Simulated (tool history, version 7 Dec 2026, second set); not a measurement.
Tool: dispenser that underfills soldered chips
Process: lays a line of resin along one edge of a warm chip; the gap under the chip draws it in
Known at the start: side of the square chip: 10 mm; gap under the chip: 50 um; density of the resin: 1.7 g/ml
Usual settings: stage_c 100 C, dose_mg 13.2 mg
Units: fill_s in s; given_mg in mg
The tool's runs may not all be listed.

run	hour	stage_c	dose_mg	fill_s	given_mg
1	0.0	100	13.2	86.5	12.91
# hour 1.9: dispensing valve cleaned and set on the balance
2	3.6	95	13.2	106.6	13.19
# hour 7.6: new syringe of resin
3	8.9	111	13.2	64.0	13.19
4	14.5	111	13.2	74.2	13.10
# hour 15.3: new syringe of resin
5	18.0	111	13.2	65.1	13.11
6	20.5	111	13.2	70.1	13.13
# hour 23.1: new syringe of resin
7	25.0	111	13.2	65.8	13.09
8	27.7	111	13.2	69.5	13.09
# hour 30.9: new syringe of resin
9	31.8	100	13.2	85.1	13.07
10	35.9	88	15.5	137.3	15.31
# hour 38.8: new syringe of resin
11	41.6	103	13.6	82.2	13.42
# hour 46.4: new syringe of resin
12	46.9	88	13.2	122.6	13.03
13	51.3	88	13.2	135.3	12.98
# hour 54.2: new syringe of resin
14	56.4	89	15.1	118.8	14.88
# hour 61.7: new syringe of resin
15	62.2	108	13.9	66.4	13.62
16	66.2	94	15.8	110.0	15.45
# hour 69.6: new syringe of resin
17	69.7	100	13.3	83.9	13.02
# hour 74.4: dispensing valve cleaned and set on the balance
18	74.7	112	12.4	67.8	12.40

3 ways to go on from here, each from the tool as it stands after run 18. What would each give?
# hour 78.5: new syringe of resin
A	78.5	92	12.1	?	?
# hour 78.5: new syringe of resin
B	78.5	104	12.2	?	?
# hour 78.5: new syringe of resin
C	78.5	100	16.6	?	?

run	fill_s	given_mg
A	110.2	12.14
B	75.2	12.23
C	82.4	16.66
Without the tool's hidden state the same runs would have given:
run	fill_s	given_mg
A	106.0	12.14
B	72.3	12.23
C	79.3	16.65
